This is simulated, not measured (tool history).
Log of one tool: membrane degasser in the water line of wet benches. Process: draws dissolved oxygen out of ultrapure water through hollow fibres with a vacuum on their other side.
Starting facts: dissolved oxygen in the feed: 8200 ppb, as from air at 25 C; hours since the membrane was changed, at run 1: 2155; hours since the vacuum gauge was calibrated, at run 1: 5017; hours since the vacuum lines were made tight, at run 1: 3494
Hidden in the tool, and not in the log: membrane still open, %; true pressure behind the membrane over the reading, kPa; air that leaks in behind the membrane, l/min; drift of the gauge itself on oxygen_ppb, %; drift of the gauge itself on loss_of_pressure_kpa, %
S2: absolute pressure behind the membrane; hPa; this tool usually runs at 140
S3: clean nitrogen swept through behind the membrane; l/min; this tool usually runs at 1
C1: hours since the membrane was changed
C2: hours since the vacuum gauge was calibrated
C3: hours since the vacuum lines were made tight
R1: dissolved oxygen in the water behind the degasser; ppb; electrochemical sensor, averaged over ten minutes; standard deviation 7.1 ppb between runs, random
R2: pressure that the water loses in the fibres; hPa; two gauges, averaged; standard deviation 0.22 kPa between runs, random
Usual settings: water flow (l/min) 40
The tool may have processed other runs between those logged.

Run 1, hour 0: usual settings; C1 2155; C2 5017; C3 3494. Result: R1 927.2 ppb, R2 559.4 hPa.
Run 2, hour 88: usual settings but water flow (l/min) 49; C1 2243; C2 5105; C3 3582. Result: R1 1108.4 ppb, R2 690.5 hPa.
Run 3, hour 170.2: usual settings but water flow (l/min) 49; C1 2326; C2 5187; C3 3664. Result: R1 1107.2 ppb, R2 687.9 hPa.
Run 4, hour 287.4: usual settings but water flow (l/min) 49; C1 2443; C2 5305; C3 3781. Result: R1 1101.4 ppb, R2 692.3 hPa.
Run 5, hour 363.3: usual settings but water flow (l/min) 49; C1 2519; C2 5381; C3 3857. Result: R1 1113.2 ppb, R2 687.8 hPa.
Run 6, hour 461.1: usual settings but water flow (l/min) 49; C1 2617; C2 5478; C3 3955. Result: R1 1127.6 ppb, R2 695.6 hPa.
Run 7, hour 580.2: usual settings but S2 114 hPa; C1 2736; C2 5597; C3 4074. Result: R1 747.3 ppb, R2 566.1 hPa.
Run 8, hour 699.6: usual settings; C1 2855; C2 5717; C3 4193. Result: R1 926.3 ppb, R2 564.3 hPa.
Run 9, hour 765.4: usual settings but S2 96 hPa; C1 2921; C2 5783; C3 4259. Result: R1 627.1 ppb, R2 567.5 hPa.
Run 10, hour 868.1: usual settings but S2 96 hPa; C1 3024; C2 5885; C3 4362. Result: R1 625.8 ppb, R2 563.1 hPa.
At hour 879: vacuum gauge calibrated.
Run 11, hour 937.8: usual settings; C1 3093; C2 59; C3 4431. Result: R1 933.1 ppb, R2 573.5 hPa.
Run 12, hour 1002.9: usual settings; C1 3158; C2 124; C3 4496. Result: R1 925.3 ppb, R2 568.2 hPa.
At hour 1027.3: seals of the vacuum lines changed.
Run 13, hour 1128.9: usual settings; C1 3282; C2 248; C3 102. Result: R1 927.2 ppb, R2 569.5 hPa.
Run 14, hour 1182.5: usual settings; C1 3335; C2 302; C3 155. Result: R1 930.6 ppb, R2 568.5 hPa.
Run 15, hour 1244.2: usual settings; C1 3397; C2 363; C3 217. Result: R1 938.1 ppb, R2 564.7 hPa.
Run 16, hour 1358.3: usual settings; C1 3511; C2 477; C3 331. Result: R1 930.1 ppb, R2 569.6 hPa.
At hour 1398.6: vacuum gauge calibrated, once more.
Run 17, hour 1432.6: usual settings but water flow (l/min) 27, S2 214 hPa, S3 1.07 l/min; C1 3585; C2 34; C3 405. Result: R1 934.4 ppb, R2 387 hPa.
Run 18, hour 1506.1: usual settings but water flow (l/min) 43, S2 287 hPa, S3 0.44 l/min; C1 3659; C2 107; C3 478. Result: R1 2958.2 ppb, R2 617.1 hPa.
Run 19, hour 1592.3: usual settings but water flow (l/min) 30, S2 136 hPa, S3 1.73 l/min; C1 3745; C2 194; C3 565. Result: R1 455.4 ppb, R2 428.5 hPa.
Run 20, hour 1675.8: usual settings but water flow (l/min) 30, S2 136 hPa, S3 1.73 l/min; C1 3828; C2 277; C3 648. Result: R1 462.7 ppb, R2 430.6 hPa.
Run 21, hour 1750.4: usual settings but water flow (l/min) 30, S2 136 hPa, S3 1.73 l/min; C1 3903; C2 352; C3 723. Result: R1 458.5 ppb, R2 428.7 hPa.
Run 22, hour 1835.4: usual settings but S2 111 hPa, S3 0.91 l/min; C1 3988; C2 437; C3 808. Result: R1 772 ppb, R2 574.6 hPa.
Run 23, hour 1917.9: usual settings but water flow (l/min) 53, S2 105 hPa, S3 1.63 l/min; C1 4070; C2 519; C3 890. Result: R1 723.3 ppb, R2 764.2 hPa.
Run 24, hour 2040: usual settings but water flow (l/min) 53, S2 105 hPa, S3 1.63 l/min; C1 4192; C2 641; C3 1012. Result: R1 716.5 ppb, R2 768 hPa.
Run 25, hour 2132.2: usual settings but water flow (l/min) 53, S2 105 hPa, S3 0.5 l/min; C1 4285; C2 734; C3 1104. Result: R1 1286.3 ppb, R2 764.4 hPa.
Run 26, hour 2246.3: usual settings but water flow (l/min) 53, S2 105 hPa, S3 0.5 l/min; C1 4399; C2 848; C3 1218. Result: R1 1308.5 ppb, R2 768.1 hPa.
Run 27, hour 2340.3: usual settings but water flow (l/min) 33, S2 178 hPa, S3 2.41 l/min; C1 4493; C2 942; C3 1312. Result: R1 532.7 ppb, R2 475.5 hPa.
Run 28, hour 2436.4: usual settings but water flow (l/min) 59, S2 178 hPa, S3 1.95 l/min; C1 4589; C2 1038; C3 1409. Result: R1 1134.6 ppb, R2 852.4 hPa.
Run 29, hour 2534.3: usual settings but water flow (l/min) 34, S2 277 hPa, S3 0.48 l/min; C1 4687; C2 1136; C3 1506. Result: R1 2363 ppb, R2 490.8 hPa.
Run 30, hour 2658.7: usual settings but water flow (l/min) 29, S2 85 hPa, S3 0.59 l/min; C1 4811; C2 1260; C3 1631. Result: R1 541.3 ppb, R2 422.1 hPa.
Run 31, hour 2755.1: usual settings but water flow (l/min) 29, S2 209 hPa, S3 0.59 l/min; C1 4908; C2 1357; C3 1727. Result: R1 1509.8 ppb, R2 421.1 hPa.

Take each entry between the runs: how does the hidden state at the last listed run before it differ from the hidden state at the first listed run after it?
After run 10, before run 11: vacuum gauge calibrated (hour 879)
  membrane still open, %: 96.1 -> 96; true pressure behind the membrane over the reading, kPa: 0.15 -> 0.18; air that leaks in behind the membrane, l/min: 0.0247 -> 0.0251
  the result without the hidden state subtracted from the measured one, R1: +30.5 -> +32.5 ppb; R2: +22 -> +22.8 hPa
After run 12, before run 13: seals of the vacuum lines changed (hour 1027.3)
  membrane still open, %: 95.9 -> 95.8; air that leaks in behind the membrane, l/min: 0.0254 -> 0.003
  the result without the hidden state subtracted from the measured one, R1: +32.8 -> +32 ppb; R2: +23.2 -> +24 hPa
After run 16, before run 17: vacuum gauge calibrated, once more (hour 1398.6)
  membrane still open, %: 95.5 -> 95.4; true pressure behind the membrane over the reading, kPa: 0.2 -> 0.02; air that leaks in behind the membrane, l/min: 0.0042 -> 0.0046
  the result without the hidden state subtracted from the measured one, R1: +34 -> +10.6 ppb; R2: +25.6 -> +17.7 hPa
